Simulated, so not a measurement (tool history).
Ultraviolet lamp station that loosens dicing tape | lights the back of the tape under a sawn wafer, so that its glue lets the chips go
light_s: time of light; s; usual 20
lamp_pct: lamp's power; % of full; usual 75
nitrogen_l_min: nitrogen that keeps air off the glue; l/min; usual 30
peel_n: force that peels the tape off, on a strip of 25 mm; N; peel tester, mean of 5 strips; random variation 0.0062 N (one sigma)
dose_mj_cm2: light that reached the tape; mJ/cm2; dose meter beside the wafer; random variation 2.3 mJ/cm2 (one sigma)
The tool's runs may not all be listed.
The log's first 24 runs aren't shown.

Run 25, hour 1417.4: usual settings but lamp_pct 80 % of full, nitrogen_l_min 57 l/min. Result: peel_n 0.14 N, dose_mj_cm2 236 mJ/cm2.
Run 26, hour 1458.5: usual settings but lamp_pct 76 % of full, nitrogen_l_min 11 l/min. Result: peel_n 0.364 N, dose_mj_cm2 215 mJ/cm2.
Run 27, hour 1493.7: usual settings but nitrogen_l_min 29 l/min. Result: peel_n 0.217 N, dose_mj_cm2 210 mJ/cm2.
Run 28, hour 1566.7: usual settings but lamp_pct 71 % of full. Result: peel_n 0.258 N, dose_mj_cm2 194 mJ/cm2.
Run 29, hour 1644.7: usual settings but lamp_pct 71 % of full. Result: peel_n 0.269 N, dose_mj_cm2 187 mJ/cm2.
Run 30, hour 1690.3: usual settings but nitrogen_l_min 9 l/min. Result: peel_n 0.486 N, dose_mj_cm2 193 mJ/cm2.
At hour 1727.7: window cleaned of glue's vapour.
Run 31, hour 1750.1: usual settings but nitrogen_l_min 9 l/min. Result: peel_n 0.427 N, dose_mj_cm2 206 mJ/cm2.
Run 32, hour 1812.7: usual settings but lamp_pct 87 % of full, nitrogen_l_min 9 l/min. Result: peel_n 0.367 N, dose_mj_cm2 234 mJ/cm2.
Run 33, hour 1847.3: usual settings but lamp_pct 87 % of full, nitrogen_l_min 9 l/min. Result: peel_n 0.375 N, dose_mj_cm2 230 mJ/cm2.
Run 34, hour 1888.3: usual settings but lamp_pct 87 % of full, nitrogen_l_min 9 l/min. Result: peel_n 0.382 N, dose_mj_cm2 221 mJ/cm2.
Run 35, hour 1949.7: usual settings but lamp_pct 85 % of full, nitrogen_l_min 16 l/min. Result: peel_n 0.306 N, dose_mj_cm2 217 mJ/cm2.
Run 36, hour 2016.9: usual settings but lamp_pct 85 % of full, nitrogen_l_min 16 l/min. Result: peel_n 0.318 N, dose_mj_cm2 206 mJ/cm2.
Run 37, hour 2085.8: usual settings but lamp_pct 85 % of full, nitrogen_l_min 16 l/min. Result: peel_n 0.331 N, dose_mj_cm2 198 mJ/cm2.
Run 38, hour 2158.5: usual settings but lamp_pct 85 % of full, nitrogen_l_min 17 l/min. Result: peel_n 0.329 N, dose_mj_cm2 194 mJ/cm2.
Run 39, hour 2200: usual settings but light_s 37 s, lamp_pct 74 % of full, nitrogen_l_min 34 l/min. Result: peel_n 0.132 N, dose_mj_cm2 304 mJ/cm2.
Run 40, hour 2243.8: usual settings but light_s 35 s, lamp_pct 68 % of full, nitrogen_l_min 35 l/min. Result: peel_n 0.149 N, dose_mj_cm2 259 mJ/cm2.
Run 41, hour 2294.5: usual settings but light_s 11 s, nitrogen_l_min 16 l/min. Result: peel_n 1.139 N, dose_mj_cm2 88 mJ/cm2.
At hour 2331.4: lamp changed.
Run 42, hour 2339.9: usual settings but light_s 11 s, nitrogen_l_min 16 l/min. Result: peel_n 0.817 N, dose_mj_cm2 116 mJ/cm2.
At hour 2348.2: window cleaned of glue's vapour.
Run 43, hour 2411.8: usual settings but light_s 11 s, nitrogen_l_min 16 l/min. Result: peel_n 0.769 N, dose_mj_cm2 120 mJ/cm2.

Below are 3 alternative next runs, each starting from the tool's condition after run 43. Predict each:
Run A, hour 2474.9: usual settings but light_s 11 s, nitrogen_l_min 11 l/min. Result: peel_n ?, dose_mj_cm2 ?.
Run B, hour 2474.9: usual settings but lamp_pct 74 % of full, nitrogen_l_min 17 l/min. Result: peel_n ?, dose_mj_cm2 ?.
Run C, hour 2474.9: usual settings but light_s 14 s, lamp_pct 81 % of full, nitrogen_l_min 22 l/min. Result: peel_n ?, dose_mj_cm2 ?.

run  peel_n  dose_mj_cm2
  A     0.9          118
  B   0.297          214
  C   0.401          168
The same runs, with their run-to-run variation unchanged, on a tool lacking any hidden condition would have given:
run  peel_n  dose_mj_cm2
  A   0.809          128
  B   0.256          232
  C   0.346          182
